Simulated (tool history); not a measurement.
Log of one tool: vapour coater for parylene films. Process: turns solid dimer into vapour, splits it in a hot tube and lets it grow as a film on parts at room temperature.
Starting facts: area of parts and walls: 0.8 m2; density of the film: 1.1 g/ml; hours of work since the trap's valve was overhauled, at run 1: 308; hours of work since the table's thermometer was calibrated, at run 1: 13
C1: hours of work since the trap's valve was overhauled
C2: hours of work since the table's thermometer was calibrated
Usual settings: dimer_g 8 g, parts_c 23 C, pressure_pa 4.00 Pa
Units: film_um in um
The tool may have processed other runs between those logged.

Run 1, hour 0.0: usual settings; C1 308; C2 13. Result: film_um 5.61 um.
Run 2, hour 17.3: usual settings; C1 315; C2 20. Result: film_um 5.57 um.
Run 3, hour 49.0: usual settings; C1 329; C2 34. Result: film_um 5.59 um.
At hour 61.8: trap's valve overhauled.
Run 4, hour 77.8: usual settings; C1 7; C2 45. Result: film_um 6.21 um.
Run 5, hour 112.6: usual settings; C1 22; C2 60. Result: film_um 6.09 um.
Run 6, hour 150.9: usual settings; C1 38; C2 76. Result: film_um 6.16 um.
Run 7, hour 181.6: usual settings; C1 52; C2 89. Result: film_um 6.14 um.
Run 8, hour 203.5: usual settings; C1 61; C2 99. Result: film_um 6.19 um.
Run 9, hour 232.3: usual settings; C1 73; C2 111. Result: film_um 6.15 um.
Run 10, hour 264.1: usual settings; C1 87; C2 125. Result: film_um 6.04 um.
Run 11, hour 286.7: usual settings; C1 97; C2 134. Result: film_um 6.05 um.
Run 12, hour 302.7: usual settings but parts_c 32 C; C1 104; C2 141. Result: film_um 4.77 um.
Run 13, hour 328.4: usual settings but parts_c 32 C; C1 115; C2 152. Result: film_um 4.80 um.
Run 14, hour 353.2: usual settings but parts_c 32 C; C1 125; C2 163. Result: film_um 4.76 um.
Run 15, hour 381.6: usual settings but dimer_g 13 g, parts_c 32 C; C1 138; C2 175. Result: film_um 7.73 um.
Run 16, hour 405.0: usual settings but parts_c 32 C, pressure_pa 3.19 Pa; C1 148; C2 185. Result: film_um 4.98 um.
Run 17, hour 442.4: usual settings but dimer_g 4 g, parts_c 25 C, pressure_pa 11.48 Pa; C1 164; C2 201. Result: film_um 2.19 um.
Run 18, hour 467.6: usual settings but parts_c 20 C, pressure_pa 10.93 Pa; C1 174; C2 212. Result: film_um 4.91 um.
Run 19, hour 500.0: usual settings but pressure_pa 2.99 Pa; C1 188; C2 226. Result: film_um 6.23 um.
Run 20, hour 521.4: usual settings but dimer_g 14 g, parts_c 27 C, pressure_pa 3.88 Pa; C1 198; C2 235. Result: film_um 9.34 um.
Run 21, hour 548.1: usual settings but dimer_g 3 g, parts_c 33 C, pressure_pa 2.19 Pa; C1 209; C2 247. Result: film_um 1.98 um.
Run 22, hour 568.7: usual settings but dimer_g 13 g, parts_c 27 C, pressure_pa 4.11 Pa; C1 218; C2 256. Result: film_um 8.48 um.
Run 23, hour 606.3: usual settings but dimer_g 13 g, parts_c 27 C, pressure_pa 4.11 Pa; C1 234; C2 272. Result: film_um 8.34 um.
Run 24, hour 635.2: usual settings; C1 247; C2 284. Result: film_um 5.73 um.
Run 25, hour 670.5: usual settings but dimer_g 4 g; C1 262; C2 299. Result: film_um 2.85 um.
Run 26, hour 706.4: usual settings but dimer_g 11 g, parts_c 30 C, pressure_pa 3.84 Pa; C1 277; C2 315. Result: film_um 6.59 um.
Run 27, hour 733.6: usual settings but parts_c 26 C, pressure_pa 4.77 Pa; C1 289; C2 327. Result: film_um 5.00 um.

The logged runs with the hidden state left out (each run's random variation unchanged):
Hidden state present: vapour lost through the trap's worn valve, %; true temperature of the parts over the reading, C; drift of the gauge itself on film_um, %.
run  film_um
  1     6.23
  2     6.21
  3     6.26
  4     6.24
  5     6.14
  6     6.25
  7     6.25
  8     6.32
  9     6.31
 10     6.23
 11     6.26
 12     4.95
 13     4.99
 14     4.98
 15     8.11
 16     5.25
 17     2.31
 18     5.22
 19     6.66
 20    10.01
 21     2.13
 22     9.15
 23     9.05
 24     6.24
 25     3.12
 26     7.27
 27     5.54
